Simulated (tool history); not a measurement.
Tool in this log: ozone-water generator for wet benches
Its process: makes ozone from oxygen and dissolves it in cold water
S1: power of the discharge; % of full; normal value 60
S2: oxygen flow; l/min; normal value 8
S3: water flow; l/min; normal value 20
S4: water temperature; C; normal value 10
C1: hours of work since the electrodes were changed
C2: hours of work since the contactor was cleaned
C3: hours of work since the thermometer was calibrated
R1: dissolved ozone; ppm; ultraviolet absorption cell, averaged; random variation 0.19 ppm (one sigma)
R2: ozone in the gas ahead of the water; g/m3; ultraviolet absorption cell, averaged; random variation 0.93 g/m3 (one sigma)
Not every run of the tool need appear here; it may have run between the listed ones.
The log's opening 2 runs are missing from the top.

Run 3, day 10.592: usual settings; C1 2774; C2 1669; C3 2067. Result: R1 23.8 ppm, R2 147 g/m3.
Run 4, day 13.567: usual settings but S1 49 % of full; C1 2829; C2 1724; C3 2122. Result: R1 20.3 ppm, R2 126.6 g/m3.
Run 5, day 19.325: usual settings; C1 2935; C2 1830; C3 2228. Result: R1 23.5 ppm, R2 146.3 g/m3.
Run 6, day 22.258: usual settings but S3 15 l/min; C1 2989; C2 1884; C3 2282. Result: R1 28.8 ppm, R2 145.3 g/m3.
Run 7, day 28.129: usual settings but S3 28 l/min; C1 3098; C2 1993; C3 2390. Result: R1 17.3 ppm, R2 144.7 g/m3.
Run 8, day 31.667: usual settings but S1 53 % of full; C1 3163; C2 2058; C3 2456. Result: R1 21.1 ppm, R2 134.5 g/m3.
Run 9, day 38.267: usual settings; C1 3284; C2 2179; C3 2577. Result: R1 23.5 ppm, R2 145.6 g/m3.
Run 10, day 43.354: usual settings but S3 15 l/min; C1 3378; C2 2273; C3 2671. Result: R1 28.4 ppm, R2 146 g/m3.
Run 11, day 50.067: usual settings but S3 15 l/min; C1 3502; C2 2397; C3 2795. Result: R1 28.4 ppm, R2 144.4 g/m3.
Run 12, day 56.817: usual settings but S3 15 l/min; C1 3627; C2 2522; C3 2919. Result: R1 28.5 ppm, R2 144.6 g/m3.
At day 59.904: contactor cleaned.
Run 13, day 63.921: usual settings but S2 13.72 l/min, S3 15 l/min; C1 3755; C2 74; C3 3047. Result: R1 25 ppm, R2 103.2 g/m3.
Run 14, day 68.45: usual settings but S2 13.72 l/min, S3 15 l/min; C1 3838; C2 158; C3 3131. Result: R1 24.9 ppm, R2 101.9 g/m3.
Run 15, day 73.925: usual settings but S4 8 C; C1 3939; C2 259; C3 3232. Result: R1 23.9 ppm, R2 143.1 g/m3.
Run 16, day 77.167: usual settings but S4 8 C; C1 3999; C2 318; C3 3292. Result: R1 24 ppm, R2 142.9 g/m3.

Predict the results of run 17:
Run 17, day 80.304: usual settings but S4 8 C; C1 4057; C2 376; C3 3350. Result: R1 ?, R2 ?.

{"run 17": {"R1": 24, "R2": 143.3}}
With the hidden condition absent and the run-to-run variation left alone, this run would have shown R1 26.8 ppm, R2 158.4 g/m3.

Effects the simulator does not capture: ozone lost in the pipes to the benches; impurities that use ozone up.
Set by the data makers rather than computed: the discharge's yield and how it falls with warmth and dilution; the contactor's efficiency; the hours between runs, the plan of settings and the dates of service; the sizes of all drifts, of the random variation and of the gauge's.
